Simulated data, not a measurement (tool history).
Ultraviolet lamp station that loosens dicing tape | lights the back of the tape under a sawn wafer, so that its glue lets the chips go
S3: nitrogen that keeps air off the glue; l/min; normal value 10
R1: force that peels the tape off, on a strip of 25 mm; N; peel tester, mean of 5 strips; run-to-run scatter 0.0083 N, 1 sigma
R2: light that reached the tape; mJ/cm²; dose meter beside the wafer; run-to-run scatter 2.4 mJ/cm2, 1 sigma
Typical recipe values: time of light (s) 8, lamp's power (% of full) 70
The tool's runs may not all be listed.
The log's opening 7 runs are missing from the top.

{"run": 8, "hour": 83.2, "time of light (s)": 5, "lamp's power (% of full)": 70, "S3": 10, "R1": 1.019, "R2": 149}
{"run": 9, "hour": 91.5, "time of light (s)": 8, "lamp's power (% of full)": 65, "S3": 10, "R1": 0.485, "R2": 221}
{"run": 10, "hour": 105.7, "time of light (s)": 8, "lamp's power (% of full)": 77, "S3": 10, "R1": 0.353, "R2": 259}
{"run": 11, "hour": 115.1, "time of light (s)": 8, "lamp's power (% of full)": 77, "S3": 10, "R1": 0.376, "R2": 263}
{"run": 12, "hour": 134.5, "time of light (s)": 8, "lamp's power (% of full)": 77, "S3": 10, "R1": 0.357, "R2": 259}
{"run": 13, "hour": 149.9, "time of light (s)": 8, "lamp's power (% of full)": 77, "S3": 10, "R1": 0.375, "R2": 259}
{"run": 14, "hour": 158.1, "time of light (s)": 8, "lamp's power (% of full)": 70, "S3": 10, "R1": 0.423, "R2": 232}
{"run": 15, "hour": 167.8, "time of light (s)": 8, "lamp's power (% of full)": 83, "S3": 10, "R1": 0.31, "R2": 280}
{"run": 16, "hour": 179.9, "time of light (s)": 9, "lamp's power (% of full)": 70, "S3": 10, "R1": 0.355, "R2": 261}
{"run": 17, "hour": 194.2, "time of light (s)": 8, "lamp's power (% of full)": 78, "S3": 10, "R1": 0.371, "R2": 257}
{"run": 18, "hour": 213.3, "time of light (s)": 8, "lamp's power (% of full)": 78, "S3": 10, "R1": 0.37, "R2": 257}
{"run": 19, "hour": 226.9, "time of light (s)": 8, "lamp's power (% of full)": 66, "S3": 10, "R1": 0.488, "R2": 212}
{"run": 20, "hour": 236.3, "time of light (s)": 8, "lamp's power (% of full)": 66, "S3": 9, "R1": 0.534, "R2": 219}
{"run": 21, "hour": 248.1, "time of light (s)": 4, "lamp's power (% of full)": 82, "S3": 6, "R1": 1.646, "R2": 136}
{"run": 22, "hour": 267.6, "time of light (s)": 6, "lamp's power (% of full)": 90, "S3": 4, "R1": 0.889, "R2": 219}
{"run": 23, "hour": 280.9, "time of light (s)": 6, "lamp's power (% of full)": 90, "S3": 4, "R1": 0.877, "R2": 215}
{"run": 24, "hour": 296.0, "time of light (s)": 6, "lamp's power (% of full)": 90, "S3": 4, "R1": 0.907, "R2": 213}
{"run": 25, "hour": 304.9, "time of light (s)": 11, "lamp's power (% of full)": 89, "S3": 4, "R1": 0.315, "R2": 390}
{"run": 26, "hour": 316.5, "time of light (s)": 5, "lamp's power (% of full)": 69, "S3": 19, "R1": 0.887, "R2": 138}

What will run 27 give?
{"run": 27, "hour": 329.5, "time of light (s)": 5, "lamp's power (% of full)": 69, "S3": 19, "R1": "?", "R2": "?"}

Run 27 came out at R1 0.881 N, R2 137 mJ/cm².
With no hidden state in the tool, this same run would have given R1 0.579 N, R2 170 mJ/cm².
